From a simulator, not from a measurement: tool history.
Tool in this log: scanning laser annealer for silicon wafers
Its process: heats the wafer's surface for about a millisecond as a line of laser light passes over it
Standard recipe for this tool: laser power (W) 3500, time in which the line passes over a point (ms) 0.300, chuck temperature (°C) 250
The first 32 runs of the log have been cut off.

run,hour,laser power (W),time in which the line passes over a point (ms),chuck temperature (°C),highest temperature of the surface (°C)
33,250.2,3707,0.369,250,1108
34,256.0,3707,0.369,250,1106
35,266.1,3707,0.369,250,1110
36,273.5,3624,0.291,274,1022
37,280.6,3171,0.300,272,921
38,292.4,3299,0.210,250,824
39,302.0,3831,0.216,221,916
40,312.0,3239,0.213,238,802

5 ways to go on from here, each from the tool as it stands after run 40. What would each give?
A,323.1,3500,0.361,262,?
B,323.1,3491,0.361,283,?
C,323.1,3731,0.215,287,?
D,323.1,3134,0.300,250,?
E,323.1,3109,0.248,262,?

run,highest temperature of the surface (°C)
A,1047
B,1065
C,958
D,884
E,838
With no hidden state in the tool, these same runs would have given:
run,highest temperature of the surface (°C)
A,1074
B,1091
C,980
D,905
E,857
